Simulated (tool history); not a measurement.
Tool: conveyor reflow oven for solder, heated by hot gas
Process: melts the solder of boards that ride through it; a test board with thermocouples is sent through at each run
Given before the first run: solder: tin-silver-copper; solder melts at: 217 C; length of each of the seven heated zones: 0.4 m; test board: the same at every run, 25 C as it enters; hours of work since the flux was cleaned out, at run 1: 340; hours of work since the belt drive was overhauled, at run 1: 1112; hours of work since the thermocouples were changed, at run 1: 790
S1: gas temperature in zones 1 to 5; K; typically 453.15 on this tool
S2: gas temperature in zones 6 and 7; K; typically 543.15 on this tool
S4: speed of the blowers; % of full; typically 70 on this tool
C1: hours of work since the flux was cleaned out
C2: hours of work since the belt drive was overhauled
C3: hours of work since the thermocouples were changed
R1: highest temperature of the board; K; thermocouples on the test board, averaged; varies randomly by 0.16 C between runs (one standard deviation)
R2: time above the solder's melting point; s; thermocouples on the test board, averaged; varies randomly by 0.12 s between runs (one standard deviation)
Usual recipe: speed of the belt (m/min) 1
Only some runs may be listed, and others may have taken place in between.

{"run": 1, "day": 0.0, "S1": 453.15, "S2": 543.15, "speed of the belt (m/min)": 1, "S4": 70, "C1": 340, "C2": 1112, "C3": 790, "R1": 527.45, "R2": 38.6}
{"day": 1.375, "done": "flux residue cleaned out of gas plates and filters"}
{"run": 2, "day": 2.492, "S1": 453.15, "S2": 543.15, "speed of the belt (m/min)": 1, "S4": 70, "C1": 14, "C2": 1141, "C3": 818, "R1": 529.55, "R2": 40.1}
{"run": 3, "day": 4.446, "S1": 453.15, "S2": 543.15, "speed of the belt (m/min)": 1, "S4": 70, "C1": 38, "C2": 1165, "C3": 843, "R1": 529.35, "R2": 40}
{"day": 5.8, "done": "thermocouples of zones 6 and 7 changed"}
{"run": 4, "day": 7.712, "S1": 453.15, "S2": 543.15, "speed of the belt (m/min)": 1, "S4": 70, "C1": 78, "C2": 1205, "C3": 24, "R1": 527.75, "R2": 39.2}
{"run": 5, "day": 10.192, "S1": 453.15, "S2": 543.15, "speed of the belt (m/min)": 1, "S4": 70, "C1": 109, "C2": 1236, "C3": 55, "R1": 527.75, "R2": 39}
{"run": 6, "day": 12.562, "S1": 453.15, "S2": 543.15, "speed of the belt (m/min)": 1, "S4": 70, "C1": 139, "C2": 1266, "C3": 84, "R1": 527.25, "R2": 39}
{"run": 7, "day": 14.838, "S1": 453.15, "S2": 543.15, "speed of the belt (m/min)": 0.81, "S4": 70, "C1": 167, "C2": 1294, "C3": 113, "R1": 532.85, "R2": 52}
{"run": 8, "day": 18.258, "S1": 453.15, "S2": 543.15, "speed of the belt (m/min)": 0.81, "S4": 70, "C1": 210, "C2": 1337, "C3": 155, "R1": 532.45, "R2": 51.8}
{"run": 9, "day": 21.279, "S1": 453.15, "S2": 550.15, "speed of the belt (m/min)": 1, "S4": 70, "C1": 247, "C2": 1374, "C3": 193, "R1": 532.65, "R2": 41.2}
{"run": 10, "day": 24.262, "S1": 453.15, "S2": 531.15, "speed of the belt (m/min)": 1, "S4": 70, "C1": 285, "C2": 1412, "C3": 230, "R1": 516.35, "R2": 33.4}
{"run": 11, "day": 26.308, "S1": 453.15, "S2": 531.15, "speed of the belt (m/min)": 1, "S4": 70, "C1": 310, "C2": 1437, "C3": 256, "R1": 516.05, "R2": 33.5}
{"run": 12, "day": 29.496, "S1": 453.15, "S2": 531.15, "speed of the belt (m/min)": 0.86, "S4": 70, "C1": 350, "C2": 1477, "C3": 296, "R1": 519.85, "R2": 42.4}
{"day": 29.983, "done": "flux residue cleaned out of gas plates and filters"}
{"day": 30.862, "done": "belt drive overhauled, speed set with a stopwatch"}
{"run": 13, "day": 33.225, "S1": 453.15, "S2": 531.15, "speed of the belt (m/min)": 0.86, "S4": 70, "C1": 38, "C2": 29, "C3": 338, "R1": 521.15, "R2": 42.3}
{"run": 14, "day": 36.212, "S1": 453.15, "S2": 531.15, "speed of the belt (m/min)": 0.86, "S4": 70, "C1": 76, "C2": 67, "C3": 375, "R1": 520.95, "R2": 42.1}
{"run": 15, "day": 38.388, "S1": 453.15, "S2": 543.15, "speed of the belt (m/min)": 1, "S4": 70, "C1": 103, "C2": 94, "C3": 402, "R1": 527.35, "R2": 38.2}
{"run": 16, "day": 40.371, "S1": 453.15, "S2": 547.15, "speed of the belt (m/min)": 1.14, "S4": 70, "C1": 128, "C2": 119, "C3": 427, "R1": 526.35, "R2": 32.3}
{"run": 17, "day": 43.779, "S1": 453.15, "S2": 548.15, "speed of the belt (m/min)": 0.86, "S4": 70, "C1": 170, "C2": 161, "C3": 469, "R1": 535.85, "R2": 48.5}
{"run": 18, "day": 46.825, "S1": 453.15, "S2": 548.15, "speed of the belt (m/min)": 0.86, "S4": 70, "C1": 208, "C2": 199, "C3": 507, "R1": 535.75, "R2": 48.2}
{"run": 19, "day": 50.058, "S1": 453.15, "S2": 548.15, "speed of the belt (m/min)": 0.86, "S4": 70, "C1": 248, "C2": 240, "C3": 548, "R1": 535.35, "R2": 48.6}
{"run": 20, "day": 52.4, "S1": 453.15, "S2": 539.15, "speed of the belt (m/min)": 1, "S4": 70, "C1": 278, "C2": 269, "C3": 577, "R1": 522.85, "R2": 36.3}
{"run": 21, "day": 54.917, "S1": 453.15, "S2": 539.15, "speed of the belt (m/min)": 1, "S4": 70, "C1": 309, "C2": 300, "C3": 608, "R1": 522.65, "R2": 36.1}
{"run": 22, "day": 57.525, "S1": 442.15, "S2": 543.15, "speed of the belt (m/min)": 1, "S4": 55, "C1": 342, "C2": 333, "C3": 641, "R1": 518.35, "R2": 30}
{"day": 58.667, "done": "flux residue cleaned out of gas plates and filters"}
{"run": 23, "day": 59.267, "S1": 442.15, "S2": 543.15, "speed of the belt (m/min)": 1, "S4": 55, "C1": 8, "C2": 352, "C3": 660, "R1": 520.95, "R2": 31.8}
{"run": 24, "day": 61.512, "S1": 442.15, "S2": 543.15, "speed of the belt (m/min)": 1, "S4": 55, "C1": 36, "C2": 380, "C3": 688, "R1": 520.75, "R2": 31.7}
{"run": 25, "day": 64.288, "S1": 467.15, "S2": 556.15, "speed of the belt (m/min)": 1, "S4": 70, "C1": 70, "C2": 414, "C3": 722, "R1": 541.85, "R2": 47.1}
{"run": 26, "day": 66.833, "S1": 463.15, "S2": 549.15, "speed of the belt (m/min)": 1.05, "S4": 56, "C1": 102, "C2": 446, "C3": 754, "R1": 528.75, "R2": 38.9}
{"run": 27, "day": 69.042, "S1": 463.15, "S2": 546.15, "speed of the belt (m/min)": 1.05, "S4": 77, "C1": 129, "C2": 474, "C3": 782, "R1": 532.35, "R2": 40.9}
{"run": 28, "day": 70.888, "S1": 439.15, "S2": 546.15, "speed of the belt (m/min)": 1.05, "S4": 59, "C1": 153, "C2": 497, "C3": 805, "R1": 521.55, "R2": 30}
{"run": 29, "day": 73.854, "S1": 449.15, "S2": 543.15, "speed of the belt (m/min)": 1, "S4": 70, "C1": 190, "C2": 534, "C3": 842, "R1": 526.45, "R2": 37.1}

Consider 5 possible next runs. They are alternatives, not a sequence: every one starts from the tool as it was left by run 29. What does each give?
{"day": 75.196, "done": "thermocouples of zones 6 and 7 changed"}
{"run": "A", "day": 76.221, "S1": 449.15, "S2": 543.15, "speed of the belt (m/min)": 1, "S4": 59, "C1": 218, "C2": 562, "C3": 13, "R1": "?", "R2": "?"}
{"day": 75.196, "done": "thermocouples of zones 6 and 7 changed"}
{"run": "B", "day": 76.221, "S1": 449.15, "S2": 543.15, "speed of the belt (m/min)": 0.96, "S4": 70, "C1": 218, "C2": 562, "C3": 13, "R1": "?", "R2": "?"}
{"day": 75.196, "done": "thermocouples of zones 6 and 7 changed"}
{"run": "C", "day": 76.221, "S1": 465.15, "S2": 552.15, "speed of the belt (m/min)": 0.83, "S4": 70, "C1": 218, "C2": 562, "C3": 13, "R1": "?", "R2": "?"}
{"day": 75.196, "done": "thermocouples of zones 6 and 7 changed"}
{"run": "D", "day": 76.221, "S1": 457.15, "S2": 543.15, "speed of the belt (m/min)": 0.93, "S4": 70, "C1": 218, "C2": 562, "C3": 13, "R1": "?", "R2": "?"}
{"day": 75.196, "done": "thermocouples of zones 6 and 7 changed"}
{"run": "E", "day": 76.221, "S1": 447.15, "S2": 543.15, "speed of the belt (m/min)": 1.03, "S4": 70, "C1": 218, "C2": 562, "C3": 13, "R1": "?", "R2": "?"}

run=A R1=522.25 R2=34.3
run=B R1=527.45 R2=39.2
run=C R1=541.25 R2=56.1
run=D R1=529.45 R2=43.7
run=E R1=524.75 R2=34.3
The same runs, with their run-to-run variation unchanged, on a tool lacking any hidden condition would have given:
run=A R1=523.65 R2=34.8
run=B R1=528.95 R2=39.5
run=C R1=542.35 R2=55.6
run=D R1=530.75 R2=43.8
run=E R1=526.35 R2=34.8
